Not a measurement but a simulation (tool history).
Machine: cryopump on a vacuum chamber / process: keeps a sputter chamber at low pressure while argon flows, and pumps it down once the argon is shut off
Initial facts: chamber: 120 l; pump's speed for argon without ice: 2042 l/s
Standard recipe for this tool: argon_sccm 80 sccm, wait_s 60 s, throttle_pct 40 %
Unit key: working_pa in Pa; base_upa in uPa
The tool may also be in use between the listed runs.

Run 1, day 0.000: usual settings. Result: working_pa 0.1755 Pa, base_upa 1.45 uPa.
Run 2, day 0.967: usual settings. Result: working_pa 0.1773 Pa, base_upa 1.50 uPa.
Run 3, day 1.971: usual settings. Result: working_pa 0.1771 Pa, base_upa 1.52 uPa.
Run 4, day 3.588: usual settings. Result: working_pa 0.1787 Pa, base_upa 1.55 uPa.
Run 5, day 4.688: usual settings. Result: working_pa 0.1809 Pa, base_upa 1.54 uPa.
Run 6, day 6.658: usual settings. Result: working_pa 0.1835 Pa, base_upa 1.62 uPa.
Run 7, day 7.738: usual settings. Result: working_pa 0.1829 Pa, base_upa 1.62 uPa.
Run 8, day 8.975: usual settings. Result: working_pa 0.1846 Pa, base_upa 1.60 uPa.
At day 9.912: leaking fittings of the chamber tightened, without venting.
Run 9, day 9.912: usual settings but argon_sccm 102 sccm. Result: working_pa 0.2365 Pa, base_upa 0.67 uPa.
Run 10, day 11.504: usual settings but argon_sccm 102 sccm. Result: working_pa 0.2378 Pa, base_upa 0.70 uPa.
Run 11, day 12.438: usual settings but argon_sccm 102 sccm. Result: working_pa 0.2391 Pa, base_upa 0.69 uPa.
Run 12, day 13.771: usual settings but argon_sccm 102 sccm. Result: working_pa 0.2420 Pa, base_upa 0.70 uPa.
At day 14.675: pump warmed up, emptied and cooled again.
Run 13, day 14.992: usual settings but argon_sccm 102 sccm. Result: working_pa 0.2145 Pa, base_upa 0.65 uPa.
Run 14, day 16.329: usual settings but argon_sccm 102 sccm. Result: working_pa 0.2123 Pa, base_upa 0.70 uPa.
Run 15, day 17.842: usual settings but wait_s 32 s. Result: working_pa 0.1684 Pa, base_upa 1.09 uPa.
Run 16, day 18.988: usual settings but wait_s 32 s. Result: working_pa 0.1693 Pa, base_upa 1.12 uPa.
Run 17, day 19.979: usual settings but throttle_pct 21 %. Result: working_pa 0.3186 Pa, base_upa 0.68 uPa.
Run 18, day 21.933: usual settings but throttle_pct 21 %. Result: working_pa 0.3226 Pa, base_upa 0.71 uPa.
Run 19, day 22.929: usual settings but argon_sccm 50 sccm, throttle_pct 16 %. Result: working_pa 0.2630 Pa, base_upa 0.73 uPa.
Run 20, day 24.642: usual settings but wait_s 23 s, throttle_pct 18 %. Result: working_pa 0.3744 Pa, base_upa 1.54 uPa.
Run 21, day 26.154: usual settings but wait_s 23 s, throttle_pct 18 %. Result: working_pa 0.3765 Pa, base_upa 1.51 uPa.
Run 22, day 27.162: usual settings but throttle_pct 16 %. Result: working_pa 0.4252 Pa, base_upa 0.75 uPa.
Run 23, day 28.058: usual settings but argon_sccm 51 sccm, wait_s 21 s, throttle_pct 28 %. Result: working_pa 0.1574 Pa, base_upa 1.71 uPa.
Run 24, day 29.829: usual settings but wait_s 62 s. Result: working_pa 0.1782 Pa, base_upa 0.76 uPa.
Run 25, day 31.300: usual settings but argon_sccm 128 sccm, wait_s 62 s. Result: working_pa 0.2868 Pa, base_upa 0.75 uPa.
Run 26, day 32.367: usual settings but argon_sccm 57 sccm, wait_s 65 s, throttle_pct 22 %. Result: working_pa 0.2254 Pa, base_upa 0.76 uPa.
Run 27, day 33.462: usual settings but argon_sccm 35 sccm, wait_s 54 s, throttle_pct 41 %. Result: working_pa 0.0773 Pa, base_upa 0.89 uPa.
Run 28, day 34.696: usual settings but argon_sccm 35 sccm, wait_s 112 s, throttle_pct 41 %. Result: working_pa 0.0778 Pa, base_upa 0.57 uPa.
Run 29, day 35.612: usual settings but wait_s 168 s, throttle_pct 49 %. Result: working_pa 0.1527 Pa, base_upa 0.50 uPa.
Run 30, day 36.458: usual settings but argon_sccm 120 sccm, wait_s 20 s, throttle_pct 27 %. Result: working_pa 0.3965 Pa, base_upa 1.82 uPa.
Run 31, day 37.842: usual settings but argon_sccm 81 sccm, wait_s 192 s, throttle_pct 21 %. Result: working_pa 0.3397 Pa, base_upa 0.55 uPa.
Run 32, day 39.025: usual settings but wait_s 92 s, throttle_pct 22 %. Result: working_pa 0.3222 Pa, base_upa 0.66 uPa.
Run 33, day 40.912: usual settings but argon_sccm 54 sccm, wait_s 159 s. Result: working_pa 0.1277 Pa, base_upa 0.55 uPa.

Here are 4 independent what-if runs from the current tool condition. What would each one return?
Run A, day 42.183: usual settings but argon_sccm 73 sccm, throttle_pct 22 %. Result: working_pa ?, base_upa ?.
Run B, day 42.183: usual settings but wait_s 30 s, throttle_pct 17 %. Result: working_pa ?, base_upa ?.
Run C, day 42.183: usual settings but wait_s 29 s, throttle_pct 30 %. Result: working_pa ?, base_upa ?.
Run D, day 42.183: usual settings but argon_sccm 54 sccm, wait_s 159 s, throttle_pct 25 %. Result: working_pa ?, base_upa ?.

run  working_pa  base_upa
  A      0.2969      0.93
  B      0.4136      1.36
  C      0.2460      1.43
  D      0.1959      0.57
Without the tool's unlogged condition, the same runs would have read:
run  working_pa  base_upa
  A      0.2747      0.66
  B      0.3894      1.10
  C      0.2217      1.17
  D      0.1794      0.31
